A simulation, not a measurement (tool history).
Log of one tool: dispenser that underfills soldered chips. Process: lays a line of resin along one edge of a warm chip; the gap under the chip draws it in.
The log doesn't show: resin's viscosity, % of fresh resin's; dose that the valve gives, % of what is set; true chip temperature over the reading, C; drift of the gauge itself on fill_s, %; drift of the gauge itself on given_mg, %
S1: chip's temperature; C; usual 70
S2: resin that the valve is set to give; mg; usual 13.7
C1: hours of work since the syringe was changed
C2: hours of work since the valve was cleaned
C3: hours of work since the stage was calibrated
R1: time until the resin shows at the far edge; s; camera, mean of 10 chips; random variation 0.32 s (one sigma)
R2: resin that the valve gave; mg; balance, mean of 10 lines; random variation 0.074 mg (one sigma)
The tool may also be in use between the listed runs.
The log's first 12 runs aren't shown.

run	hour	S1	S2	C1	C2	C3	R1	R2
# hour 93.7: new syringe of resin
13	100.9	60	13.7	5	138	105	23.2	12.62
# hour 109.3: new syringe of resin
14	109.4	57	13.7	0	144	111	18.3	12.64
15	114.9	57	13.7	4	148	115	24.2	12.76
# hour 118.1: dispensing valve cleaned and set on the balance
# hour 124.9: new syringe of resin
16	125.7	57	13.7	1	5	122	18	13.67
17	134.5	74	13.7	7	12	129	15.2	13.55
# hour 140.3: new syringe of resin
18	141	74	13.7	1	16	133	10.5	13.63
19	150.5	70	13.7	7	23	140	17.6	13.41
# hour 154.9: new syringe of resin
20	157.7	63	14.5	2	28	146	15.9	14.32
21	163.2	69	13.6	6	32	150	17.1	13.32
# hour 169.6: new syringe of resin
22	173.7	68	17.8	3	40	157	14.5	17.27
23	181.3	68	17.8	9	46	163	20.6	17.43
# hour 184.8: new syringe of resin
24	186.7	68	17.8	1	49	166	12.5	17.12
25	195.5	68	12.9	8	56	173	21.2	12.45
# hour 199.8: new syringe of resin
26	202.5	72	15.9	2	61	178	11.8	15.39
27	212	75	13.9	9	68	185	16.3	13.3
# hour 214.8: new syringe of resin
28	221.1	58	11.8	5	74	191	24.9	11.18
29	226.6	58	11.8	9	78	195	32.2	11.31
# hour 229.8: new syringe of resin
30	236.5	58	16.6	5	85	202	23.7	15.95
31	241.9	58	15.5	9	89	206	30.5	14.73
# hour 245: new syringe of resin
32	253	58	15.5	6	97	214	25.6	14.52
# hour 259.7: new syringe of resin
33	264.7	58	16.4	4	105	223	20.8	15.47
# hour 274.3: new syringe of resin
34	274.9	84	17.3	0	113	230	7.4	16.19

Forecast each of these 5 alternatives for the next run:
A	285.5	66	12.9	8	121	238	?	?
B	285.5	59	13.7	8	121	238	?	?
C	285.5	83	17.3	8	121	238	?	?
D	285.5	84	13.2	8	121	238	?	?
E	285.5	58	17.3	8	121	238	?	?

run	R1	R2
A	22.8	12
B	29	12.9
C	11.4	16.24
D	12.4	12.33
E	28.2	16.31
Without the tool's hidden state the same runs would have given:
run	R1	R2
A	12.6	12.88
B	16.2	13.84
C	6.2	17.44
D	6.9	13.23
E	15.9	17.51

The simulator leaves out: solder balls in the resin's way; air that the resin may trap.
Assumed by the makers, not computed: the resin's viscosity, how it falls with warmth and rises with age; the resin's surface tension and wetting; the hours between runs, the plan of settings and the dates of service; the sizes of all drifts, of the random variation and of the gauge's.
